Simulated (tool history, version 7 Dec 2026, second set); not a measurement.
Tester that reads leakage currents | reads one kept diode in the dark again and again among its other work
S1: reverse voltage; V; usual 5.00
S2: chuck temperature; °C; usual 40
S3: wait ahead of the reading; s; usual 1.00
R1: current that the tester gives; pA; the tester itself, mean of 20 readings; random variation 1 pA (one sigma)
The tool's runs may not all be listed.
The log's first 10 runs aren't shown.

-- hour=362.3 chuck's temperature calibrated
run 11 hour=382.0 | S1=5.00 S2=40 S3=1.00 | R1=340.25
run 12 hour=407.7 | S1=5.00 S2=40 S3=1.00 | R1=341.80
run 13 hour=437.5 | S1=5.00 S2=40 S3=1.00 | R1=340.75
run 14 hour=480.6 | S1=5.00 S2=40 S3=3.62 | R1=343.03
run 15 hour=506.5 | S1=5.00 S2=40 S3=9.79 | R1=342.64
run 16 hour=551.3 | S1=11.08 S2=40 S3=2.95 | R1=540.37
run 17 hour=594.3 | S1=3.61 S2=25 S3=8.74 | R1=74.06
run 18 hour=637.0 | S1=12.69 S2=50 S3=0.54 | R1=1339.71
run 19 hour=679.2 | S1=12.69 S2=50 S3=0.54 | R1=1351.19
run 20 hour=724.3 | S1=1.11 S2=37 S3=3.25 | R1=114.08
run 21 hour=746.2 | S1=1.11 S2=32 S3=4.77 | R1=73.29
run 22 hour=764.8 | S1=1.11 S2=32 S3=4.77 | R1=73.52
run 23 hour=785.7 | S1=4.70 S2=46 S3=2.01 | R1=561.82
run 24 hour=829.8 | S1=4.70 S2=46 S3=2.01 | R1=558.86
run 25 hour=852.3 | S1=1.48 S2=40 S3=1.00 | R1=175.63
run 26 hour=887.6 | S1=1.48 S2=40 S3=1.00 | R1=176.20
run 27 hour=906.4 | S1=1.48 S2=40 S3=1.00 | R1=176.42
run 28 hour=926.1 | S1=3.26 S2=32 S3=1.00 | R1=137.43
run 29 hour=951.6 | S1=8.16 S2=53 S3=1.09 | R1=1352.22
run 30 hour=983.5 | S1=8.16 S2=53 S3=1.09 | R1=1361.19

Forecast each of these 4 alternatives for the next run:
run A hour=1012.4 | S1=11.10 S2=53 S3=1.09 | R1=?
run B hour=1012.4 | S1=1.01 S2=23 S3=1.09 | R1=?
run C hour=1012.4 | S1=8.16 S2=53 S3=0.61 | R1=?
run D hour=1012.4 | S1=10.65 S2=41 S3=1.00 | R1=?

run=A R1=1623.98
run=B R1=30.84
run=C R1=1362.87
run=D R1=594.88
Without the tool's hidden state the same runs would have given:
run=A R1=1566.01
run=B R1=29.46
run=C R1=1314.35
run=D R1=571.56
